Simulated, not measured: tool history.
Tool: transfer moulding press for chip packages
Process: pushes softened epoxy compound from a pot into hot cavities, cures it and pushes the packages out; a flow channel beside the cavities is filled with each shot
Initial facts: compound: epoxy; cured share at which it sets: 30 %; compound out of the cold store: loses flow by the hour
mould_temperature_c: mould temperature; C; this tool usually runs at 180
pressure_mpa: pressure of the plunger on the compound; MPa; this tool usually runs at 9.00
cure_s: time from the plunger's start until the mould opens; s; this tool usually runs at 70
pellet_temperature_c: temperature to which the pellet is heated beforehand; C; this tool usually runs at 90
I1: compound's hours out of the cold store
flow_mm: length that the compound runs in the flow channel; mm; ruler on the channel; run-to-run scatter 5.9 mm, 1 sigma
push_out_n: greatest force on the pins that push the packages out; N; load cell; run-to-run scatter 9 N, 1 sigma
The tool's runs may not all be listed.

{"run": 1, "hour": 0.0, "mould_temperature_c": 180, "pressure_mpa": 9.0, "cure_s": 70, "pellet_temperature_c": 90, "I1": 14.0, "flow_mm": 647, "push_out_n": 664}
{"hour": 14.9, "done": "cavities cleaned with cleaning compound and waxed"}
{"run": 2, "hour": 41.4, "mould_temperature_c": 180, "pressure_mpa": 9.0, "cure_s": 70, "pellet_temperature_c": 90, "I1": 47.8, "flow_mm": 547, "push_out_n": 528}
{"run": 3, "hour": 98.5, "mould_temperature_c": 180, "pressure_mpa": 9.0, "cure_s": 70, "pellet_temperature_c": 90, "I1": 45.4, "flow_mm": 540, "push_out_n": 651}
{"hour": 105.8, "done": "cavities cleaned with cleaning compound and waxed"}
{"run": 4, "hour": 165.7, "mould_temperature_c": 180, "pressure_mpa": 9.0, "cure_s": 70, "pellet_temperature_c": 91, "I1": 15.8, "flow_mm": 614, "push_out_n": 677}
{"hour": 196.0, "done": "cavities cleaned with cleaning compound and waxed"}
{"hour": 236.8, "done": "mould's thermocouples calibrated"}
{"run": 5, "hour": 236.8, "mould_temperature_c": 180, "pressure_mpa": 9.0, "cure_s": 70, "pellet_temperature_c": 90, "I1": 32.0, "flow_mm": 564, "push_out_n": 615}
{"hour": 289.3, "done": "cavities cleaned with cleaning compound and waxed"}
{"run": 6, "hour": 289.3, "mould_temperature_c": 180, "pressure_mpa": 9.0, "cure_s": 70, "pellet_temperature_c": 90, "I1": 14.3, "flow_mm": 594, "push_out_n": 418}
{"hour": 309.1, "done": "plunger's sealing rings changed"}
{"run": 7, "hour": 371.2, "mould_temperature_c": 180, "pressure_mpa": 9.0, "cure_s": 102, "pellet_temperature_c": 90, "I1": 39.5, "flow_mm": 586, "push_out_n": 519}
{"hour": 386.5, "done": "cavities cleaned with cleaning compound and waxed"}
{"run": 8, "hour": 455.6, "mould_temperature_c": 180, "pressure_mpa": 7.5, "cure_s": 102, "pellet_temperature_c": 90, "I1": 41.2, "flow_mm": 512, "push_out_n": 518}
{"hour": 479.9, "done": "cavities cleaned with cleaning compound and waxed"}
{"hour": 536.0, "done": "mould's thermocouples calibrated, once more"}
{"run": 9, "hour": 537.3, "mould_temperature_c": 180, "pressure_mpa": 7.5, "cure_s": 102, "pellet_temperature_c": 90, "I1": 11.7, "flow_mm": 580, "push_out_n": 506}
{"hour": 572.7, "done": "cavities cleaned with cleaning compound and waxed"}
{"run": 10, "hour": 604.9, "mould_temperature_c": 180, "pressure_mpa": 9.0, "cure_s": 62, "pellet_temperature_c": 90, "I1": 11.4, "flow_mm": 628, "push_out_n": 766}
{"run": 11, "hour": 643.6, "mould_temperature_c": 180, "pressure_mpa": 9.0, "cure_s": 62, "pellet_temperature_c": 90, "I1": 15.8, "flow_mm": 617, "push_out_n": 812}
{"hour": 665.7, "done": "cavities cleaned with cleaning compound and waxed"}
{"run": 12, "hour": 701.2, "mould_temperature_c": 180, "pressure_mpa": 9.0, "cure_s": 62, "pellet_temperature_c": 90, "I1": 17.4, "flow_mm": 600, "push_out_n": 780}
{"hour": 737.1, "done": "plunger's sealing rings changed"}
{"hour": 764.5, "done": "cavities cleaned with cleaning compound and waxed"}
{"run": 13, "hour": 765.6, "mould_temperature_c": 180, "pressure_mpa": 9.0, "cure_s": 70, "pellet_temperature_c": 90, "I1": 9.2, "flow_mm": 678, "push_out_n": 436}
{"run": 14, "hour": 847.7, "mould_temperature_c": 180, "pressure_mpa": 9.0, "cure_s": 70, "pellet_temperature_c": 89, "I1": 38.7, "flow_mm": 586, "push_out_n": 667}
{"hour": 857.4, "done": "cavities cleaned with cleaning compound and waxed"}
{"run": 15, "hour": 898.2, "mould_temperature_c": 174, "pressure_mpa": 10.22, "cure_s": 92, "pellet_temperature_c": 87, "I1": 30.1, "flow_mm": 650, "push_out_n": 544}
{"hour": 947.0, "done": "cavities cleaned with cleaning compound and waxed"}
{"run": 16, "hour": 955.0, "mould_temperature_c": 180, "pressure_mpa": 9.37, "cure_s": 67, "pellet_temperature_c": 90, "I1": 10.3, "flow_mm": 646, "push_out_n": 526}
{"run": 17, "hour": 1002.8, "mould_temperature_c": 175, "pressure_mpa": 7.08, "cure_s": 70, "pellet_temperature_c": 90, "I1": 18.9, "flow_mm": 549, "push_out_n": 906}
{"hour": 1039.4, "done": "cavities cleaned with cleaning compound and waxed"}
{"run": 18, "hour": 1074.4, "mould_temperature_c": 175, "pressure_mpa": 7.08, "cure_s": 70, "pellet_temperature_c": 99, "I1": 22.4, "flow_mm": 531, "push_out_n": 795}
{"hour": 1118.1, "done": "mould's thermocouples calibrated"}
{"hour": 1131.6, "done": "cavities cleaned with cleaning compound and waxed"}
{"run": 19, "hour": 1136.4, "mould_temperature_c": 175, "pressure_mpa": 7.08, "cure_s": 97, "pellet_temperature_c": 99, "I1": 32.3, "flow_mm": 509, "push_out_n": 362}
{"hour": 1167.5, "done": "plunger's sealing rings changed"}
{"run": 20, "hour": 1194.7, "mould_temperature_c": 174, "pressure_mpa": 9.0, "cure_s": 97, "pellet_temperature_c": 88, "I1": 42.5, "flow_mm": 613, "push_out_n": 542}
{"hour": 1226.5, "done": "cavities cleaned with cleaning compound and waxed"}
{"run": 21, "hour": 1275.5, "mould_temperature_c": 174, "pressure_mpa": 9.0, "cure_s": 97, "pellet_temperature_c": 88, "I1": 29.1, "flow_mm": 628, "push_out_n": 531}
{"hour": 1320.2, "done": "cavities cleaned with cleaning compound and waxed"}
{"run": 22, "hour": 1330.1, "mould_temperature_c": 174, "pressure_mpa": 9.0, "cure_s": 97, "pellet_temperature_c": 92, "I1": 29.9, "flow_mm": 604, "push_out_n": 394}
{"run": 23, "hour": 1384.9, "mould_temperature_c": 178, "pressure_mpa": 10.99, "cure_s": 105, "pellet_temperature_c": 94, "I1": 36.8, "flow_mm": 632, "push_out_n": 496}
{"hour": 1412.5, "done": "cavities cleaned with cleaning compound and waxed"}
{"run": 24, "hour": 1465.2, "mould_temperature_c": 178, "pressure_mpa": 10.99, "cure_s": 105, "pellet_temperature_c": 94, "I1": 33.1, "flow_mm": 630, "push_out_n": 494}
{"hour": 1502.8, "done": "cavities cleaned with cleaning compound and waxed"}
{"run": 25, "hour": 1538.2, "mould_temperature_c": 178, "pressure_mpa": 10.99, "cure_s": 105, "pellet_temperature_c": 94, "I1": 15.6, "flow_mm": 674, "push_out_n": 468}
{"hour": 1595.4, "done": "plunger's sealing rings changed"}
{"hour": 1596.9, "done": "cavities cleaned with cleaning compound and waxed"}
{"run": 26, "hour": 1622.8, "mould_temperature_c": 181, "pressure_mpa": 9.0, "cure_s": 72, "pellet_temperature_c": 90, "I1": 8.9, "flow_mm": 673, "push_out_n": 564}

Some steps in flow_mm, run to run, broken into two amounts with sign: the step expected even without the hidden condition (settings, incoming material, random variation), and the rest, left for the hidden condition together with whatever gauge scatter is not in both the measured and the hidden-condition-free result:
The hidden state here: true mould temperature over the reading, C; pressure that reaches the compound, % of what is set; grip of the stained cavities, % over clean ones'; drift of the gauge itself on flow_mm, %; drift of the gauge itself on push_out_n, %.
Run 1 -> 2: cavities cleaned with cleaning compound and waxed. flow_mm -100 mm: hidden state -4, all else -96.
Run 6 -> 7: cure_s 70 -> 102, plunger's sealing rings changed. flow_mm -8 mm: hidden state +57, all else -65.
Run 19 -> 20: mould_temperature_c 175 -> 174, pressure_mpa 7.08 -> 9.00, pellet_temperature_c 99 -> 88, plunger's sealing rings changed. flow_mm +104 mm: hidden state +50, all else +54.
Run 25 -> 26: mould_temperature_c 178 -> 181, pressure_mpa 10.99 -> 9.00, cure_s 105 -> 72, pellet_temperature_c 94 -> 90, plunger's sealing rings changed, cavities cleaned with cleaning compound and waxed. flow_mm -1 mm: hidden state +57, all else -58.

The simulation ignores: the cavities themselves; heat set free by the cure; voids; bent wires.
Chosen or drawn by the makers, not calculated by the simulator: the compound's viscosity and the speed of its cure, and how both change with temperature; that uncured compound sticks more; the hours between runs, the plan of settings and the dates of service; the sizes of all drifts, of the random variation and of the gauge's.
